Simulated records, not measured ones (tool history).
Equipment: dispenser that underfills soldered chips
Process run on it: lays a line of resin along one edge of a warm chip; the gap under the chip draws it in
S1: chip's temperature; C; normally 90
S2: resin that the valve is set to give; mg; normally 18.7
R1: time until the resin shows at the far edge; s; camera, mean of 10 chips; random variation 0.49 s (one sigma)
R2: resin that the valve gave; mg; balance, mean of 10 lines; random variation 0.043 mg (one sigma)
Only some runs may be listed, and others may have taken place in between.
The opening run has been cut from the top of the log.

{"run": 2, "hour": 3.1, "S1": 90, "S2": 18.7, "R1": 67.1, "R2": 18.12}
{"hour": 5.0, "done": "new syringe of resin"}
{"run": 3, "hour": 7.0, "S1": 90, "S2": 18.7, "R1": 43.2, "R2": 18.05}
{"run": 4, "hour": 12.8, "S1": 90, "S2": 18.7, "R1": 55.5, "R2": 18.01}
{"hour": 18.5, "done": "new syringe of resin"}
{"run": 5, "hour": 18.5, "S1": 90, "S2": 18.7, "R1": 38.7, "R2": 18.03}
{"run": 6, "hour": 23.8, "S1": 90, "S2": 17.8, "R1": 49.4, "R2": 17.09}
{"hour": 27.2, "done": "dispensing valve cleaned and set on the balance"}
{"run": 7, "hour": 28.4, "S1": 90, "S2": 17.8, "R1": 58.9, "R2": 17.76}
{"hour": 33.0, "done": "new syringe of resin"}
{"run": 8, "hour": 33.0, "S1": 90, "S2": 17.8, "R1": 37.1, "R2": 17.74}
{"run": 9, "hour": 38.0, "S1": 90, "S2": 18.7, "R1": 47.9, "R2": 18.6}
{"run": 10, "hour": 41.7, "S1": 90, "S2": 18.7, "R1": 57.1, "R2": 18.45}
{"run": 11, "hour": 44.7, "S1": 90, "S2": 18.7, "R1": 66.9, "R2": 18.48}
{"hour": 46.7, "done": "new syringe of resin"}
{"run": 12, "hour": 48.6, "S1": 90, "S2": 18.7, "R1": 41.5, "R2": 18.47}
{"run": 13, "hour": 51.4, "S1": 88, "S2": 18.7, "R1": 51.4, "R2": 18.41}
{"run": 14, "hour": 57.0, "S1": 90, "S2": 18.7, "R1": 62.7, "R2": 18.3}
{"hour": 60.6, "done": "new syringe of resin"}
{"run": 15, "hour": 61.4, "S1": 90, "S2": 18.7, "R1": 39.8, "R2": 18.24}
{"run": 16, "hour": 67.1, "S1": 90, "S2": 18.7, "R1": 51.7, "R2": 18.29}
{"run": 17, "hour": 72.2, "S1": 90, "S2": 18.7, "R1": 66.9, "R2": 18.2}
{"hour": 74.3, "done": "new syringe of resin"}
{"run": 18, "hour": 78.2, "S1": 90, "S2": 18.7, "R1": 46.5, "R2": 18.19}
{"run": 19, "hour": 82.0, "S1": 81, "S2": 21.9, "R1": 73.5, "R2": 21.23}
{"run": 20, "hour": 86.4, "S1": 81, "S2": 21.9, "R1": 89.4, "R2": 21.24}
{"hour": 88.0, "done": "new syringe of resin"}
{"run": 21, "hour": 91.9, "S1": 89, "S2": 18.0, "R1": 48.0, "R2": 17.37}
{"run": 22, "hour": 97.5, "S1": 90, "S2": 21.7, "R1": 58.6, "R2": 20.86}
{"hour": 101.5, "done": "new syringe of resin"}
{"run": 23, "hour": 102.5, "S1": 84, "S2": 20.2, "R1": 48.4, "R2": 19.31}
{"hour": 107.9, "done": "dispensing valve cleaned and set on the balance"}
{"run": 24, "hour": 109.3, "S1": 84, "S2": 20.2, "R1": 63.3, "R2": 20.08}
{"run": 25, "hour": 113.1, "S1": 84, "S2": 20.2, "R1": 75.5, "R2": 20.13}
{"hour": 116.1, "done": "new syringe of resin"}
{"run": 26, "hour": 117.4, "S1": 79, "S2": 19.5, "R1": 57.5, "R2": 19.37}

For run 27, what comes out?
{"run": 27, "hour": 122.7, "S1": 100, "S2": 19.5, "R1": "?", "R2": "?"}

R1: 38.9 s
R2: 19.31 mg
On a tool with no hidden condition, and with the same random variation, this run would have come out at R1 28.9 s, R2 19.49 mg.

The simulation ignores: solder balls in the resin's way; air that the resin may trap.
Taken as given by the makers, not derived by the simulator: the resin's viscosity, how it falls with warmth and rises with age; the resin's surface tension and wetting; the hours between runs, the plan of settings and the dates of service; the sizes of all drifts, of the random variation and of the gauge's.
